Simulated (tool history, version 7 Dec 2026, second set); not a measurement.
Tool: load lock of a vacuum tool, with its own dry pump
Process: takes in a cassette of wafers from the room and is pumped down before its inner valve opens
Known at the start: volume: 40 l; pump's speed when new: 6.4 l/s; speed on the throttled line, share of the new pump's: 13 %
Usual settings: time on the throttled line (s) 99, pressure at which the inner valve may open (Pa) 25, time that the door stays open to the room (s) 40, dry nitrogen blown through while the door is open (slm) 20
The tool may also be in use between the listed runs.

run	hour	time on the throttled line (s)	pressure at which the inner valve may open (Pa)	time that the door stays open to the room (s)	dry nitrogen blown through while the door is open (slm)	incoming humidity of the room's air, %	time from the closed door until the inner valve may open (s)	rise of the pressure with all valves shut (Pa/min)
1	0.0	99	25	40	20	47.6	139.1	0.038
2	65.6	99	25	40	20	45.9	140.4	0.035
3	114.9	99	25	40	20	44.3	139.8	0.034
4	166.9	99	25	40	20	43.5	140.5	0.029
5	209.0	134	25	40	20	47.9	169.8	0.035
6	260.8	134	25	40	20	46.2	169.0	0.037
7	336.0	134	25	40	20	42.6	171.9	0.034
8	427.7	134	25	69	20	46.6	171.0	0.053
9	514.5	99	50	40	20	46.2	135.4	0.040
10	589.9	99	50	201	20	48.6	134.6	0.096
11	678.6	99	25	40	20	46.6	141.5	0.043
12	761.5	99	25	40	20	42.3	139.0	0.033
13	838.6	99	25	40	20	44.5	140.8	0.041
14	897.1	99	25	40	20	46.3	139.3	0.041
15	960.5	99	27	40	20	48.1	138.7	0.044
16	1015.3	99	27	40	20	45.3	138.2	0.039
17	1090.5	99	27	40	20	46.2	141.4	0.042
18	1170.9	99	27	40	20	45.7	139.9	0.044
19	1251.0	103	27	40	19	44.0	144.5	0.044
20	1307.9	95	45	67	5	43.9	133.3	0.071
21	1385.6	75	45	67	10	46.7	115.6	0.070
22	1433.9	99	25	96	13	44.4	139.9	0.072
23	1509.7	99	25	96	13	45.1	140.0	0.080
24	1602.6	102	25	96	26	42.8	142.4	0.057
25	1657.6	102	25	96	26	43.1	142.1	0.065
26	1723.9	102	25	96	26	40.5	142.7	0.065
27	1804.4	193	44	28	7	42.2	215.6	0.051
28	1873.5	193	44	28	7	46.0	218.8	0.050
29	1927.9	99	37	30	17	45.8	137.1	0.052
30	1966.1	99	37	30	16	46.2	138.2	0.049
31	2059.6	67	37	122	16	44.4	110.7	0.084
32	2144.9	54	32	46	34	43.8	102.1	0.053
33	2215.2	113	32	46	11	44.9	153.1	0.060
34	2256.9	113	32	46	11	43.4	150.3	0.067
35	2345.3	99	25	56	8	44.7	140.3	0.072
36	2431.9	158	47	207	10	44.2	184.8	0.133

Hidden state or all else? Some run-to-run changes of time from the closed door until the inner valve may open (s), split into what the settings, what came in and random variation would give without the hidden state, and what is left for the hidden state (with any gauge scatter that isn't in both results):
The hidden state here: pump's speed, % of a new pump's; leak at the door's seal, Pa l/s; drift of the gauge itself on ready_s, %; drift of the gauge itself on rise_pa_min, %.
Run 26 -> 27: time on the throttled line (s) 102 -> 193, pressure at which the inner valve may open (Pa) 25 -> 44, time that the door stays open to the room (s) 96 -> 28, dry nitrogen blown through while the door is open (slm) 26 -> 7. time from the closed door until the inner valve may open (s) +72.9: hidden state -1.1, all else +74.0.
Run 28 -> 29: time on the throttled line (s) 193 -> 99, pressure at which the inner valve may open (Pa) 44 -> 37, time that the door stays open to the room (s) 28 -> 30, dry nitrogen blown through while the door is open (slm) 7 -> 17. time from the closed door until the inner valve may open (s) -81.7: hidden state +1.0, all else -82.7.
Run 32 -> 33: time on the throttled line (s) 54 -> 113, dry nitrogen blown through while the door is open (slm) 34 -> 11. time from the closed door until the inner valve may open (s) +51.0: hidden state -0.6, all else +51.6.
Run 35 -> 36: time on the throttled line (s) 99 -> 158, pressure at which the inner valve may open (Pa) 25 -> 47, time that the door stays open to the room (s) 56 -> 207, dry nitrogen blown through while the door is open (slm) 8 -> 10. time from the closed door until the inner valve may open (s) +44.5: hidden state -1.0, all else +45.5.

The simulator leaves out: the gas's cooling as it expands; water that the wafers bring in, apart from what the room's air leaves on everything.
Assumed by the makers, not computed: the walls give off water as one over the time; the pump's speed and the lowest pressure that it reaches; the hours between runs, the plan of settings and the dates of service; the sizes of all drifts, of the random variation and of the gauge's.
